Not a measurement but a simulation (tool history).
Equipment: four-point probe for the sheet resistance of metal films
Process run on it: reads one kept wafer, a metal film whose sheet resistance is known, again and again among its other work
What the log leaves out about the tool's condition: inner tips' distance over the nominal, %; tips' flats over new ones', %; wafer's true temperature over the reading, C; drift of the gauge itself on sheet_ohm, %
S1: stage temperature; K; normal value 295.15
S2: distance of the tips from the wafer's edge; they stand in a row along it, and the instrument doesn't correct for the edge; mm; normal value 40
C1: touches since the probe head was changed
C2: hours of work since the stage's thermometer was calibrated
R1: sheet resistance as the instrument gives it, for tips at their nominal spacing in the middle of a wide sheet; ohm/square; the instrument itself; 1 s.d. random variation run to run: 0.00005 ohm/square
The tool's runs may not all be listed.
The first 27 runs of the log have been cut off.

| run | hour | S1 | S2 | C1 | C2 | R1 |
|---|---|---|---|---|---|---|
| 28 | 473.1 | 295.15 | 9 | 34805 | 1507 | 0.254165 |
| 29 | 495.9 | 293.15 | 6 | 35384 | 1523 | 0.257537 |
| 30 | 511.6 | 305.15 | 38 | 35785 | 1534 | 0.251156 |
| 31 | 537.6 | 292.15 | 3 | 36446 | 1552 | 0.273513 |
| 32 | 560.3 | 299.15 | 17 | 37025 | 1567 | 0.252100 |
| 33 | 577.5 | 295.15 | 18 | 37461 | 1579 | 0.252202 |
| 34 | 601.1 | 295.15 | 18 | 38062 | 1596 | 0.252135 |
| 35 | 617.0 | 296.15 | 16 | 38466 | 1606 | 0.252214 |
| 36 | 634.3 | 305.15 | 15 | 38908 | 1618 | 0.252012 |
| 37 | 648.7 | 303.15 | 43 | 39274 | 1628 | 0.251267 |
| 38 | 670.4 | 296.15 | 70 | 39827 | 1643 | 0.251482 |
| 39 | 682.2 | 296.15 | 70 | 40128 | 1652 | 0.251570 |
| 40 | 697.7 | 296.15 | 70 | 40521 | 1662 | 0.251447 |
| 41 | 712.0 | 298.15 | 11 | 40886 | 1672 | 0.253148 |
| 42 | 738.1 | 297.15 | 49 | 41551 | 1690 | 0.251577 |
| 43 | 750.7 | 305.15 | 32 | 41871 | 1699 | 0.251255 |
| 44 | 774.1 | 307.15 | 41 | 42466 | 1715 | 0.251063 |
| 45 | 799.4 | 307.15 | 41 | 43110 | 1733 | 0.251088 |

Here are 4 independent what-if runs from the current tool condition. What would each one return?
| A | 812.9 | 298.15 | 49 | 43454 | 1742 | ? |
| B | 812.9 | 305.15 | 20 | 43454 | 1742 | ? |
| C | 812.9 | 305.15 | 4 | 43454 | 1742 | ? |
| D | 812.9 | 296.15 | 14 | 43454 | 1742 | ? |

| run | R1 |
|---|---|
| A | 0.251446 |
| B | 0.251540 |
| C | 0.263846 |
| D | 0.252524 |
Without the tool's hidden state the same runs would have given:
| run | R1 |
|---|---|
| A | 0.251423 |
| B | 0.251518 |
| C | 0.263822 |
| D | 0.252501 |
